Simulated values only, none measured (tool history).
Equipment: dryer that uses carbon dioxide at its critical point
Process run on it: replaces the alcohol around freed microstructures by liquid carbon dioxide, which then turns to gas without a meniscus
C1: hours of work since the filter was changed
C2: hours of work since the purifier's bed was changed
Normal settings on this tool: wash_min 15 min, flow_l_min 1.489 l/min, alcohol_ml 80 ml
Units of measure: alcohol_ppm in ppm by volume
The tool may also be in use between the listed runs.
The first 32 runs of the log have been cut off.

Run 33, hour 1054.9: usual settings but flow_l_min 1.32 l/min; C1 277; C2 423. Result: alcohol_ppm 413 ppm by volume.
Run 34, hour 1098.1: usual settings but wash_min 10 min, flow_l_min 1.24 l/min, alcohol_ml 102 ml; C1 290; C2 437. Result: alcohol_ppm 2111 ppm by volume.
Run 35, hour 1116.7: usual settings but wash_min 21 min, alcohol_ml 36 ml; C1 296; C2 442. Result: alcohol_ppm 90 ppm by volume.
At hour 1119.5: inlet filter changed.
Run 36, hour 1150.3: usual settings but wash_min 21 min, alcohol_ml 36 ml; C1 10; C2 453. Result: alcohol_ppm 86 ppm by volume.
Run 37, hour 1194: usual settings but wash_min 21 min, alcohol_ml 36 ml; C1 24; C2 467. Result: alcohol_ppm 85 ppm by volume.
Run 38, hour 1233.7: usual settings but wash_min 21 min, flow_l_min 1.2 l/min, alcohol_ml 36 ml; C1 37; C2 480. Result: alcohol_ppm 109 ppm by volume.
Run 39, hour 1274.8: usual settings but wash_min 21 min, flow_l_min 1.2 l/min, alcohol_ml 36 ml; C1 50; C2 493. Result: alcohol_ppm 121 ppm by volume.
Run 40, hour 1301.9: usual settings but wash_min 21 min, flow_l_min 1.85 l/min, alcohol_ml 89 ml; C1 58; C2 501. Result: alcohol_ppm 91 ppm by volume.
Run 41, hour 1344.8: usual settings but wash_min 21 min, flow_l_min 1.45 l/min, alcohol_ml 89 ml; C1 72; C2 515. Result: alcohol_ppm 118 ppm by volume.
Run 42, hour 1373.6: usual settings but wash_min 13 min, alcohol_ml 54 ml; C1 81; C2 524. Result: alcohol_ppm 281 ppm by volume.
Run 43, hour 1414.4: usual settings but wash_min 21 min, flow_l_min 1.7 l/min; C1 94; C2 537. Result: alcohol_ppm 101 ppm by volume.
Run 44, hour 1453.8: usual settings but wash_min 18 min, flow_l_min 2.23 l/min, alcohol_ml 22 ml; C1 107; C2 550. Result: alcohol_ppm 90 ppm by volume.
Run 45, hour 1483.3: usual settings but wash_min 21 min, flow_l_min 1.13 l/min, alcohol_ml 60 ml; C1 116; C2 560. Result: alcohol_ppm 171 ppm by volume.
Run 46, hour 1525.8: usual settings but flow_l_min 1.94 l/min, alcohol_ml 60 ml; C1 130; C2 573. Result: alcohol_ppm 126 ppm by volume.

Forecast each of these 3 alternatives for the next run:
Run A, hour 1543.5: usual settings but alcohol_ml 49 ml; C1 136; C2 579. Result: alcohol_ppm ?.
Run B, hour 1543.5: usual settings but wash_min 20 min, flow_l_min 1.29 l/min, alcohol_ml 38 ml; C1 136; C2 579. Result: alcohol_ppm ?.
Run C, hour 1543.5: usual settings but wash_min 23 min; C1 136; C2 579. Result: alcohol_ppm ?.

run  alcohol_ppm
  A          197
  B          139
  C          113
The same runs, with their run-to-run variation unchanged, on a tool lacking any hidden condition would have given:
run  alcohol_ppm
  A           74
  B           32
  C           13
